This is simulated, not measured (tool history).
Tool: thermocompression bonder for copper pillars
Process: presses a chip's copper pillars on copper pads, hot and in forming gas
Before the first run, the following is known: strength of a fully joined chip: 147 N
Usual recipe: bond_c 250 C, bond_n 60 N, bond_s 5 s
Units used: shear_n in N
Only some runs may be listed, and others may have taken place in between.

Run 1, hour 0.0: usual settings. Result: shear_n 59.6 N.
Run 2, hour 6.1: usual settings but bond_c 244 C. Result: shear_n 56.1 N.
Run 3, hour 14.4: usual settings but bond_c 244 C. Result: shear_n 56.2 N.
Run 4, hour 20.8: usual settings but bond_c 244 C. Result: shear_n 56.7 N.
At hour 22.3: forming gas filter changed.
Run 5, hour 33.2: usual settings but bond_c 233 C. Result: shear_n 53.0 N.
Run 6, hour 39.8: usual settings but bond_c 233 C. Result: shear_n 52.8 N.
Run 7, hour 50.2: usual settings but bond_c 233 C. Result: shear_n 53.6 N.
Run 8, hour 57.2: usual settings but bond_c 233 C. Result: shear_n 53.1 N.
Run 9, hour 69.8: usual settings. Result: shear_n 62.9 N.
Run 10, hour 77.0: usual settings but bond_n 41 N. Result: shear_n 40.7 N.
Run 11, hour 85.3: usual settings but bond_c 233 C, bond_n 41 N. Result: shear_n 33.3 N.
Run 12, hour 90.9: usual settings but bond_s 7 s. Result: shear_n 71.1 N.
Run 13, hour 101.7: usual settings but bond_s 7 s. Result: shear_n 71.2 N.
Run 14, hour 109.0: usual settings but bond_n 47 N. Result: shear_n 47.6 N.
Run 15, hour 121.1: usual settings but bond_n 47 N. Result: shear_n 47.1 N.
Run 16, hour 132.9: usual settings but bond_n 51 N. Result: shear_n 52.3 N.
Run 17, hour 138.6: usual settings but bond_n 64 N. Result: shear_n 67.3 N.
Run 18, hour 152.1: usual settings but bond_n 64 N. Result: shear_n 67.9 N.
Run 19, hour 163.0: usual settings but bond_n 64 N. Result: shear_n 67.5 N.
Run 20, hour 175.7: usual settings. Result: shear_n 62.9 N.
Run 21, hour 185.2: usual settings but bond_s 4 s. Result: shear_n 57.3 N.
Run 22, hour 198.4: usual settings but bond_s 4 s. Result: shear_n 57.7 N.
Run 23, hour 206.2: usual settings but bond_n 79 N, bond_s 3 s. Result: shear_n 69.1 N.
Run 24, hour 217.7: usual settings but bond_c 246 C, bond_n 37 N, bond_s 3 s. Result: shear_n 27.0 N.
Run 25, hour 224.5: usual settings but bond_c 229 C, bond_n 75 N, bond_s 10 s. Result: shear_n 80.7 N.
Run 26, hour 231.2: usual settings but bond_c 229 C, bond_n 75 N, bond_s 10 s. Result: shear_n 81.4 N.
Run 27, hour 242.3: usual settings but bond_c 274 C, bond_n 47 N, bond_s 7 s. Result: shear_n 68.3 N.
Run 28, hour 255.2: usual settings but bond_c 274 C, bond_n 73 N, bond_s 7 s. Result: shear_n 100.0 N.
Run 29, hour 262.2: usual settings but bond_n 83 N, bond_s 4 s. Result: shear_n 79.5 N.
Run 30, hour 274.3: usual settings but bond_c 230 C, bond_n 83 N, bond_s 4 s. Result: shear_n 65.7 N.
Run 31, hour 282.7: usual settings but bond_c 272 C, bond_n 47 N, bond_s 3 s. Result: shear_n 48.2 N.
Run 32, hour 290.1: usual settings but bond_c 272 C, bond_n 47 N, bond_s 3 s. Result: shear_n 48.5 N.
Run 33, hour 302.4: usual settings but bond_c 272 C, bond_s 3 s. Result: shear_n 63.6 N.
Run 34, hour 308.5: usual settings but bond_c 249 C, bond_n 87 N, bond_s 4 s. Result: shear_n 82.9 N.
Run 35, hour 314.3: usual settings but bond_c 233 C, bond_n 87 N, bond_s 15 s. Result: shear_n 104.0 N.
Run 36, hour 322.0: usual settings but bond_c 225 C, bond_n 39 N, bond_s 6 s. Result: shear_n 30.0 N.
Run 37, hour 333.2: usual settings but bond_c 230 C, bond_n 68 N. Result: shear_n 57.4 N.
Run 38, hour 343.7: usual settings but bond_n 74 N. Result: shear_n 75.8 N.
Run 39, hour 356.5: usual settings but bond_n 74 N. Result: shear_n 75.4 N.

5 options for the next run, each taken on its own from the tool as it stands now. Forecast them:
Run A, hour 368.9: usual settings but bond_c 258 C, bond_n 70 N, bond_s 4 s. Result: shear_n ?.
Run B, hour 368.9: usual settings but bond_c 233 C, bond_n 39 N, bond_s 4 s. Result: shear_n ?.
Run C, hour 368.9: usual settings but bond_c 233 C, bond_n 74 N, bond_s 14 s. Result: shear_n ?.
Run D, hour 368.9: usual settings but bond_c 234 C. Result: shear_n ?.
Run E, hour 368.9: usual settings but bond_c 241 C, bond_n 41 N, bond_s 13 s. Result: shear_n ?.

run  shear_n
  A     71.3
  B     27.4
  C     90.4
  D     51.6
  E     52.8
Without the tool's hidden state the same runs would have given:
run  shear_n
  A     73.2
  B     27.8
  C     93.1
  D     52.6
  E     53.9
